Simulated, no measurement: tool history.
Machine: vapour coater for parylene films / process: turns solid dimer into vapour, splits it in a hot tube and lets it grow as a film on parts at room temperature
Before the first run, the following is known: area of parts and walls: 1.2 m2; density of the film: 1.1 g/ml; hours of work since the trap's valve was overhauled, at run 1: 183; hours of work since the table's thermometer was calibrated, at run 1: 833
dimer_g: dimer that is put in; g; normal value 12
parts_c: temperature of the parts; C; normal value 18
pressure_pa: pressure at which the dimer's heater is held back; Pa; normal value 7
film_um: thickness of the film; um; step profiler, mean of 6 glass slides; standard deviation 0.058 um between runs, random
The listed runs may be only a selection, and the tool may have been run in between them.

| run | hour | dimer_g | parts_c | pressure_pa | hours of work since the trap's valve was overhauled | hours of work since the table's thermometer was calibrated | film_um |
|---|---|---|---|---|---|---|---|
| 1 | 0 | 12 | 18 | 7 | 183 | 833 | 6.78 |
| 2 | 59.6 | 19 | 18 | 7 | 232 | 881 | 10.76 |
| 3 | 102.2 | 12 | 23 | 7 | 266 | 915 | 5.96 |
| 4 | 150.2 | 12 | 23 | 7 | 305 | 954 | 5.9 |
| 5 | 218.2 | 12 | 23 | 7 | 360 | 1009 | 5.99 |
| 6 | 286.2 | 12 | 23 | 7 | 415 | 1064 | 5.89 |
| 7 | 315 | 12 | 23 | 7 | 438 | 1087 | 5.97 |
|  | 343.6 | trap's valve overhauled |
| 8 | 358.4 | 12 | 12 | 7 | 12 | 1119 | 7.81 |
| 9 | 398.8 | 12 | 12 | 7 | 45 | 1152 | 7.82 |
| 10 | 429.3 | 12 | 12 | 7 | 69 | 1176 | 7.86 |
| 11 | 483.4 | 12 | 12 | 7 | 113 | 1220 | 7.86 |
| 12 | 542 | 12 | 17 | 7 | 160 | 1267 | 6.94 |
| 13 | 596.6 | 12 | 17 | 7 | 204 | 1311 | 6.88 |
| 14 | 656.7 | 20 | 28 | 7.12 | 253 | 1360 | 9.08 |
| 15 | 701.3 | 20 | 12 | 2.21 | 289 | 1396 | 14.23 |
| 16 | 746.1 | 20 | 12 | 2.21 | 325 | 1432 | 14.29 |
| 17 | 807.5 | 20 | 12 | 2.21 | 375 | 1482 | 14.2 |
| 18 | 835.8 | 12 | 25 | 2.35 | 398 | 1505 | 6.57 |
| 19 | 869.5 | 15 | 18 | 7 | 425 | 1532 | 8.33 |
|  | 914.1 | trap's valve overhauled |
| 20 | 941.4 | 15 | 18 | 7 | 22 | 1587 | 8.63 |
| 21 | 997.6 | 17 | 18 | 10.92 | 67 | 1632 | 9.22 |
| 22 | 1055.5 | 17 | 18 | 10.92 | 114 | 1679 | 9.29 |
| 23 | 1091.9 | 12 | 24 | 8.78 | 144 | 1708 | 5.95 |
| 24 | 1160.6 | 11 | 17 | 5.2 | 199 | 1764 | 6.58 |
| 25 | 1217.4 | 8 | 10 | 9.08 | 245 | 1810 | 5.19 |
|  | 1229.3 | table's thermometer calibrated |
| 26 | 1257.5 | 5 | 18 | 9.08 | 277 | 23 | 2.69 |

What if the next run were any one of these 3? Each begins from the tool's condition after run 26:
| A | 1326.1 | 12 | 20 | 4.05 | 332 | 78 | ? |
| B | 1326.1 | 6 | 25 | 10.36 | 332 | 78 | ? |
| C | 1326.1 | 20 | 28 | 7 | 332 | 78 | ? |

| run | film_um |
|---|---|
| A | 6.78 |
| B | 2.73 |
| C | 8.9 |
Had the tool no hidden state, the same runs would have come out as:
| run | film_um |
|---|---|
| A | 7.05 |
| B | 2.83 |
| C | 9.26 |

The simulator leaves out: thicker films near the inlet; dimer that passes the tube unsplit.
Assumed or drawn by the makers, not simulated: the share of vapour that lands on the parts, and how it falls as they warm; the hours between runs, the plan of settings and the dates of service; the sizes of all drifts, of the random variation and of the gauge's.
